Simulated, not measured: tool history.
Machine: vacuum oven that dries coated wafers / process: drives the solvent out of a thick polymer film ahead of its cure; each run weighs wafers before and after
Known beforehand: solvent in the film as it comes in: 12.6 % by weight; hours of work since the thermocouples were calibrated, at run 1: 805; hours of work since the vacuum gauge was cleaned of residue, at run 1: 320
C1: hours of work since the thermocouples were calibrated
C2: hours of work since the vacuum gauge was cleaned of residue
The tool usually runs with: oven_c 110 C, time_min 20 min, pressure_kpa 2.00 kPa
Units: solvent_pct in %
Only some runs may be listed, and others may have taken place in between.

Run 1, hour 0.0: usual settings; C1 805; C2 320. Result: solvent_pct 1.43 %.
Run 2, hour 19.8: usual settings but time_min 27 min; C1 820; C2 335. Result: solvent_pct 1.15 %.
Run 3, hour 40.6: usual settings but pressure_kpa 4.43 kPa; C1 836; C2 351. Result: solvent_pct 2.71 %.
Run 4, hour 50.3: usual settings; C1 843; C2 358. Result: solvent_pct 1.42 %.
Run 5, hour 62.0: usual settings but pressure_kpa 1.58 kPa; C1 852; C2 367. Result: solvent_pct 1.19 %.
Run 6, hour 79.4: usual settings but pressure_kpa 1.58 kPa; C1 865; C2 380. Result: solvent_pct 1.18 %.
Run 7, hour 96.8: usual settings but pressure_kpa 1.58 kPa; C1 878; C2 393. Result: solvent_pct 1.26 %.
Run 8, hour 108.8: usual settings but pressure_kpa 7.47 kPa; C1 887; C2 402. Result: solvent_pct 4.27 %.
Run 9, hour 118.3: usual settings but pressure_kpa 7.47 kPa; C1 894; C2 409. Result: solvent_pct 4.32 %.
Run 10, hour 136.1: usual settings but pressure_kpa 5.22 kPa; C1 908; C2 423. Result: solvent_pct 3.13 %.
Run 11, hour 158.9: usual settings but time_min 18 min, pressure_kpa 5.22 kPa; C1 925; C2 440. Result: solvent_pct 3.23 %.
Run 12, hour 178.9: usual settings but time_min 18 min, pressure_kpa 5.22 kPa; C1 940; C2 455. Result: solvent_pct 3.29 %.
Run 13, hour 196.3: usual settings but time_min 34 min; C1 953; C2 468. Result: solvent_pct 1.14 %.
Run 14, hour 218.6: usual settings but time_min 34 min; C1 970; C2 485. Result: solvent_pct 1.16 %.
Run 15, hour 232.7: usual settings but oven_c 121 C, time_min 33 min, pressure_kpa 1.25 kPa; C1 980; C2 495. Result: solvent_pct 0.48 %.
Run 16, hour 251.0: usual settings but pressure_kpa 2.27 kPa; C1 994; C2 509. Result: solvent_pct 1.61 %.
Run 17, hour 260.5: usual settings but pressure_kpa 2.27 kPa; C1 1001; C2 516. Result: solvent_pct 1.61 %.
Run 18, hour 280.4: usual settings but oven_c 124 C, time_min 28 min; C1 1016; C2 531. Result: solvent_pct 0.63 %.
Run 19, hour 291.6: usual settings but oven_c 119 C, time_min 34 min; C1 1025; C2 540. Result: solvent_pct 0.86 %.
Run 20, hour 308.2: usual settings but oven_c 119 C, time_min 34 min; C1 1037; C2 552. Result: solvent_pct 0.81 %.
Run 21, hour 328.5: usual settings but oven_c 119 C, time_min 34 min, pressure_kpa 1.93 kPa; C1 1053; C2 567. Result: solvent_pct 0.81 %.
Run 22, hour 351.3: usual settings but oven_c 121 C, time_min 11 min, pressure_kpa 2.14 kPa; C1 1070; C2 585. Result: solvent_pct 1.05 %.
Run 23, hour 371.6: usual settings but oven_c 103 C, time_min 14 min, pressure_kpa 2.14 kPa; C1 1085; C2 600. Result: solvent_pct 3.56 %.
Run 24, hour 383.2: usual settings but oven_c 103 C, time_min 14 min, pressure_kpa 2.14 kPa; C1 1094; C2 609. Result: solvent_pct 3.57 %.
Run 25, hour 399.9: usual settings but oven_c 95 C, time_min 14 min, pressure_kpa 1.52 kPa; C1 1106; C2 621. Result: solvent_pct 5.20 %.
Run 26, hour 417.0: usual settings but oven_c 120 C, time_min 34 min, pressure_kpa 1.52 kPa; C1 1119; C2 634. Result: solvent_pct 0.62 %.

Selected run-to-run steps in solvent_pct, each split into two signed amounts: the part the tool would show with no hidden state at all (from settings, incoming material and random variation), and the remainder, which goes to the hidden state together with any gauge scatter not common to the measured and the hidden-state-free results:
Hidden state present: true wafer temperature over the reading, C; true pressure over the reading, kPa; drift of the gauge itself on solvent_pct, %.
Run 7 -> 8: pressure_kpa 1.58 -> 7.47. solvent_pct +3.01 %: hidden state +0.06, all else +2.95.
Run 22 -> 23: oven_c 121 -> 103, time_min 11 -> 14. solvent_pct +2.51 %: hidden state +0.14, all else +2.37.
Run 25 -> 26: oven_c 95 -> 120, time_min 14 -> 34. solvent_pct -4.58 %: hidden state -0.24, all else -4.34.
